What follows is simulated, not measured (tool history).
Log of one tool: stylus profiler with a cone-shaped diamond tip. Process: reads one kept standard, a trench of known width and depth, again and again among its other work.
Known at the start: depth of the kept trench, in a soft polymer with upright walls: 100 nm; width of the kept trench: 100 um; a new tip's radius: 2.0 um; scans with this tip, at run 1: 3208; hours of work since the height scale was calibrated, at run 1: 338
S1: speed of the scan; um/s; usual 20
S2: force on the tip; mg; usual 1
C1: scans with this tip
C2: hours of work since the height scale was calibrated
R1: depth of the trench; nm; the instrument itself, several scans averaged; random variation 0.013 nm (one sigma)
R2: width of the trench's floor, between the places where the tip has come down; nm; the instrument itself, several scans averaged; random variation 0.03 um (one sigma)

run     day  S1    S2    C1   C2      R1     R2
  1       0  20     1  3208  338  100.65  98440
  2    0.45  20     1  3261  343  100.64  98450
  3   1.308  20     1  3360  354  100.64  98380
  4   1.892  20     1  3429  361  100.63  98430
  5   2.729  20     1  3526  371  100.65  98460
  6   3.229  23     1  3584  377  100.61  98420
  7   4.042  23     1  3679  387  100.65  98410
  8   4.917  23     1  3781  398  100.62  98440
  9   5.738  23     1  3877  408  100.62  98460
 10   6.579  77     1  3975  419  100.63  97870
 11   7.342  20  1.85  4064  428     101  98410
 12    7.95  20  0.49  4134  435  100.36  98340
 13   8.358  20  0.49  4182  440  100.35  98360
 14   8.892  10  0.49  4244  447  100.36  98510
 15   9.621  10  0.49  4329  456  100.36  98470
 16  10.054   5  0.49  4380  461  100.35  98570
 17  10.808   5  0.49  4468  470  100.35  98520
 18    11.2   8     1  4513  475  100.61  98460
 19  11.771  20  2.63  4580  482  101.28  98510
 20  12.229  20     1  4633  488  100.64  98450
 21  12.717  20     1  4690  494  100.59  98440
 22  13.217  20  0.68  4748  500  100.47  98400
 23   13.75  20  0.68  4811  507  100.45  98370
 24  14.142  20  0.68  4856  511  100.42  98410
 25  14.896  20  0.68  4944  521  100.44  98360
 26  15.379  49  2.05  5001  527  101.05  98270
 27  15.767  28  2.81  5046  531   101.3  98500
 28  16.354  22   0.5  5114  539  100.34  98270
 29  16.858  22   0.5  5173  545  100.35  98260
 30  17.688  48  0.68  5269  555  100.45  98060
 31  18.167  53  2.02  5325  561  101.05  98210
 32  18.621  53  2.02  5378  566  101.01  98190
 33  19.292  53  2.02  5456  575  101.03  98180
 34   19.65  11   2.1  5498  579  101.04  98510
 35  20.058  11   2.1  5546  584  101.07  98560
 36  20.904   7  1.21  5644  594  100.69  98560
 37  21.371  56  1.06  5699  600  100.64  98070
 38  22.171   9   2.3  5792  610  101.11  98550
 39  22.921  14  2.08  5879  619  101.05  98440
 40  23.292   7  0.98  5922  624  100.58  98490
 41  23.646  31  0.98  5964  628   100.6  98230
 42  24.362  31  0.98  6047  637  100.58  98240
 43  25.029  27  0.52  6125  645  100.36  98200
 44  25.708  27  0.52  6204  653  100.34  98190
 45  26.379  27  0.52  6282  662   100.3  98130
 46  26.862   5  1.75  6338  667  100.91  98510
 47  27.496  59  0.92  6412  675  100.55  97950
 48  28.267   6  0.64  6502  685  100.37  98440

Some steps in R1 between neighbouring runs. How much of each would the tool show without its hidden state too (settings, what came in, random variation), and how much is left for the hidden state, with any gauge scatter that isn't in both results?
The hidden state here: radius of the tip, um; height scale over the true one, %; drift of the gauge itself on depth_nm, %; drift of the gauge itself on floor_um, %.
Run 1 -> 2: no setting changed, nothing entered. R1 -0.01 nm: hidden state -0.01, all else +0.
Run 2 -> 3: no setting changed, nothing entered. R1 +0 nm: hidden state +0.01, all else -0.01.
Run 3 -> 4: no setting changed, nothing entered. R1 -0.01 nm: hidden state -0.01, all else +0.
Run 11 -> 12: S2 1.85 -> 0.49. R1 -0.64 nm: hidden state +0, all else -0.64.
Run 18 -> 19: S1 8 -> 20, S2 1 -> 2.63. R1 +0.67 nm: hidden state +0, all else +0.67.
Run 27 -> 28: S1 28 -> 22, S2 2.81 -> 0.5. R1 -0.96 nm: hidden state +0, all else -0.96.
